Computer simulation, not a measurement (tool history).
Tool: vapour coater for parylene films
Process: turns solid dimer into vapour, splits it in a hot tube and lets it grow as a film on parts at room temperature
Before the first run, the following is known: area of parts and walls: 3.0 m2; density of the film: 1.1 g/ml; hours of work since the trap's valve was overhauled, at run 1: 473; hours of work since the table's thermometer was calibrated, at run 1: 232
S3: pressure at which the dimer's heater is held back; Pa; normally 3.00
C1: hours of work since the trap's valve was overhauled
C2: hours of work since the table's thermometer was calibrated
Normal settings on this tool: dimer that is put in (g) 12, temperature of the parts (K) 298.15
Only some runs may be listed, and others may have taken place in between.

{"run": 1, "day": 0.0, "dimer that is put in (g)": 12, "temperature of the parts (K)": 298.15, "S3": 3.0, "C1": 473, "C2": 232, "thickness of the film (nm)": 2120}
{"run": 2, "day": 0.367, "dimer that is put in (g)": 12, "temperature of the parts (K)": 298.15, "S3": 3.0, "C1": 478, "C2": 237, "thickness of the film (nm)": 2090}
{"run": 3, "day": 0.65, "dimer that is put in (g)": 9, "temperature of the parts (K)": 298.15, "S3": 3.0, "C1": 482, "C2": 241, "thickness of the film (nm)": 1600}
{"run": 4, "day": 1.254, "dimer that is put in (g)": 12, "temperature of the parts (K)": 306.15, "S3": 3.0, "C1": 490, "C2": 249, "thickness of the film (nm)": 1430}
{"run": 5, "day": 1.567, "dimer that is put in (g)": 12, "temperature of the parts (K)": 306.15, "S3": 3.0, "C1": 495, "C2": 254, "thickness of the film (nm)": 1440}
{"run": 6, "day": 2.204, "dimer that is put in (g)": 12, "temperature of the parts (K)": 306.15, "S3": 3.0, "C1": 504, "C2": 263, "thickness of the film (nm)": 1430}
{"run": 7, "day": 2.842, "dimer that is put in (g)": 12, "temperature of the parts (K)": 306.15, "S3": 3.0, "C1": 512, "C2": 271, "thickness of the film (nm)": 1400}
{"run": 8, "day": 3.25, "dimer that is put in (g)": 12, "temperature of the parts (K)": 306.15, "S3": 3.0, "C1": 518, "C2": 277, "thickness of the film (nm)": 1360}
{"run": 9, "day": 3.838, "dimer that is put in (g)": 12, "temperature of the parts (K)": 306.15, "S3": 3.0, "C1": 526, "C2": 285, "thickness of the film (nm)": 1370}
{"run": 10, "day": 4.467, "dimer that is put in (g)": 12, "temperature of the parts (K)": 298.15, "S3": 3.0, "C1": 535, "C2": 294, "thickness of the film (nm)": 2080}
{"run": 11, "day": 4.942, "dimer that is put in (g)": 14, "temperature of the parts (K)": 298.15, "S3": 3.0, "C1": 542, "C2": 301, "thickness of the film (nm)": 2400}
{"day": 5.571, "done": "trap's valve overhauled"}
{"run": 12, "day": 5.617, "dimer that is put in (g)": 12, "temperature of the parts (K)": 298.15, "S3": 2.35, "C1": 1, "C2": 308, "thickness of the film (nm)": 2320}
{"run": 13, "day": 6.05, "dimer that is put in (g)": 22, "temperature of the parts (K)": 298.15, "S3": 3.0, "C1": 7, "C2": 314, "thickness of the film (nm)": 4150}
{"run": 14, "day": 6.633, "dimer that is put in (g)": 22, "temperature of the parts (K)": 298.15, "S3": 3.0, "C1": 15, "C2": 322, "thickness of the film (nm)": 4150}
{"run": 15, "day": 7.146, "dimer that is put in (g)": 22, "temperature of the parts (K)": 298.15, "S3": 2.67, "C1": 22, "C2": 329, "thickness of the film (nm)": 4200}
{"run": 16, "day": 7.475, "dimer that is put in (g)": 22, "temperature of the parts (K)": 298.15, "S3": 2.67, "C1": 27, "C2": 334, "thickness of the film (nm)": 4320}
{"run": 17, "day": 7.762, "dimer that is put in (g)": 6, "temperature of the parts (K)": 298.15, "S3": 2.67, "C1": 31, "C2": 338, "thickness of the film (nm)": 1150}
{"run": 18, "day": 8.321, "dimer that is put in (g)": 6, "temperature of the parts (K)": 298.15, "S3": 2.67, "C1": 38, "C2": 346, "thickness of the film (nm)": 1170}
{"run": 19, "day": 8.775, "dimer that is put in (g)": 6, "temperature of the parts (K)": 298.15, "S3": 2.67, "C1": 45, "C2": 352, "thickness of the film (nm)": 1140}
{"run": 20, "day": 9.292, "dimer that is put in (g)": 6, "temperature of the parts (K)": 298.15, "S3": 2.67, "C1": 52, "C2": 359, "thickness of the film (nm)": 1120}
{"run": 21, "day": 9.888, "dimer that is put in (g)": 12, "temperature of the parts (K)": 298.15, "S3": 3.0, "C1": 60, "C2": 367, "thickness of the film (nm)": 2240}
{"run": 22, "day": 10.362, "dimer that is put in (g)": 12, "temperature of the parts (K)": 298.15, "S3": 3.0, "C1": 67, "C2": 374, "thickness of the film (nm)": 2230}
{"run": 23, "day": 10.8, "dimer that is put in (g)": 12, "temperature of the parts (K)": 298.15, "S3": 3.0, "C1": 73, "C2": 380, "thickness of the film (nm)": 2200}
{"run": 24, "day": 11.071, "dimer that is put in (g)": 12, "temperature of the parts (K)": 298.15, "S3": 3.0, "C1": 77, "C2": 384, "thickness of the film (nm)": 2230}
{"run": 25, "day": 11.688, "dimer that is put in (g)": 15, "temperature of the parts (K)": 298.15, "S3": 3.0, "C1": 85, "C2": 393, "thickness of the film (nm)": 2770}
{"run": 26, "day": 12.25, "dimer that is put in (g)": 18, "temperature of the parts (K)": 303.15, "S3": 3.0, "C1": 93, "C2": 400, "thickness of the film (nm)": 2670}
{"run": 27, "day": 12.812, "dimer that is put in (g)": 18, "temperature of the parts (K)": 298.15, "S3": 3.13, "C1": 101, "C2": 408, "thickness of the film (nm)": 3290}
{"run": 28, "day": 13.404, "dimer that is put in (g)": 18, "temperature of the parts (K)": 302.15, "S3": 11.28, "C1": 109, "C2": 416, "thickness of the film (nm)": 2300}
{"run": 29, "day": 13.867, "dimer that is put in (g)": 12, "temperature of the parts (K)": 298.15, "S3": 5.27, "C1": 116, "C2": 423, "thickness of the film (nm)": 2040}
{"run": 30, "day": 14.346, "dimer that is put in (g)": 12, "temperature of the parts (K)": 298.15, "S3": 5.27, "C1": 122, "C2": 430, "thickness of the film (nm)": 2070}
{"run": 31, "day": 14.654, "dimer that is put in (g)": 12, "temperature of the parts (K)": 299.15, "S3": 3.0, "C1": 127, "C2": 434, "thickness of the film (nm)": 2120}
{"run": 32, "day": 15.15, "dimer that is put in (g)": 12, "temperature of the parts (K)": 299.15, "S3": 3.0, "C1": 134, "C2": 441, "thickness of the film (nm)": 2110}
{"run": 33, "day": 15.592, "dimer that is put in (g)": 12, "temperature of the parts (K)": 299.15, "S3": 3.0, "C1": 140, "C2": 447, "thickness of the film (nm)": 2160}
{"run": 34, "day": 15.896, "dimer that is put in (g)": 14, "temperature of the parts (K)": 292.15, "S3": 2.18, "C1": 144, "C2": 451, "thickness of the film (nm)": 3570}
{"run": 35, "day": 16.317, "dimer that is put in (g)": 20, "temperature of the parts (K)": 301.15, "S3": 3.0, "C1": 150, "C2": 457, "thickness of the film (nm)": 3180}
{"run": 36, "day": 16.667, "dimer that is put in (g)": 13, "temperature of the parts (K)": 301.15, "S3": 2.27, "C1": 155, "C2": 462, "thickness of the film (nm)": 2110}
{"run": 37, "day": 17.017, "dimer that is put in (g)": 13, "temperature of the parts (K)": 301.15, "S3": 2.27, "C1": 160, "C2": 467, "thickness of the film (nm)": 2140}
{"run": 38, "day": 17.3, "dimer that is put in (g)": 6, "temperature of the parts (K)": 308.15, "S3": 3.97, "C1": 164, "C2": 471, "thickness of the film (nm)": 640}
{"run": 39, "day": 17.817, "dimer that is put in (g)": 9, "temperature of the parts (K)": 308.15, "S3": 2.33, "C1": 171, "C2": 478, "thickness of the film (nm)": 1050}
{"run": 40, "day": 18.125, "dimer that is put in (g)": 9, "temperature of the parts (K)": 308.15, "S3": 2.33, "C1": 175, "C2": 482, "thickness of the film (nm)": 1050}
{"run": 41, "day": 18.454, "dimer that is put in (g)": 15, "temperature of the parts (K)": 296.15, "S3": 7.76, "C1": 180, "C2": 487, "thickness of the film (nm)": 2660}
{"run": 42, "day": 18.879, "dimer that is put in (g)": 15, "temperature of the parts (K)": 300.15, "S3": 7.25, "C1": 186, "C2": 493, "thickness of the film (nm)": 2220}
{"run": 43, "day": 19.317, "dimer that is put in (g)": 6, "temperature of the parts (K)": 299.15, "S3": 4.62, "C1": 192, "C2": 499, "thickness of the film (nm)": 980}
{"run": 44, "day": 19.933, "dimer that is put in (g)": 12, "temperature of the parts (K)": 294.15, "S3": 3.0, "C1": 200, "C2": 507, "thickness of the film (nm)": 2660}
{"run": 45, "day": 20.317, "dimer that is put in (g)": 12, "temperature of the parts (K)": 290.15, "S3": 2.23, "C1": 206, "C2": 513, "thickness of the film (nm)": 3380}
{"run": 46, "day": 20.721, "dimer that is put in (g)": 11, "temperature of the parts (K)": 303.15, "S3": 2.88, "C1": 211, "C2": 518, "thickness of the film (nm)": 1560}
{"run": 47, "day": 21.304, "dimer that is put in (g)": 11, "temperature of the parts (K)": 303.15, "S3": 2.88, "C1": 219, "C2": 527, "thickness of the film (nm)": 1590}
{"run": 48, "day": 21.646, "dimer that is put in (g)": 11, "temperature of the parts (K)": 291.15, "S3": 7.5, "C1": 224, "C2": 531, "thickness of the film (nm)": 2480}

3 options for the next run, each taken on its own from the tool as it stands now. Forecast them:
{"run": "A", "day": 21.917, "dimer that is put in (g)": 15, "temperature of the parts (K)": 306.15, "S3": 9.08, "C1": 228, "C2": 535, "thickness of the film (nm)": "?"}
{"run": "B", "day": 21.917, "dimer that is put in (g)": 11, "temperature of the parts (K)": 291.15, "S3": 4.91, "C1": 228, "C2": 535, "thickness of the film (nm)": "?"}
{"run": "C", "day": 21.917, "dimer that is put in (g)": 11, "temperature of the parts (K)": 297.15, "S3": 8.79, "C1": 228, "C2": 535, "thickness of the film (nm)": "?"}

run=A thickness_of_the_film_(nm)=1600
run=B thickness_of_the_film_(nm)=2660
run=C thickness_of_the_film_(nm)=1810
What these runs would have given with no unlogged condition in the tool:
run=A thickness_of_the_film_(nm)=1700
run=B thickness_of_the_film_(nm)=2820
run=C thickness_of_the_film_(nm)=1920
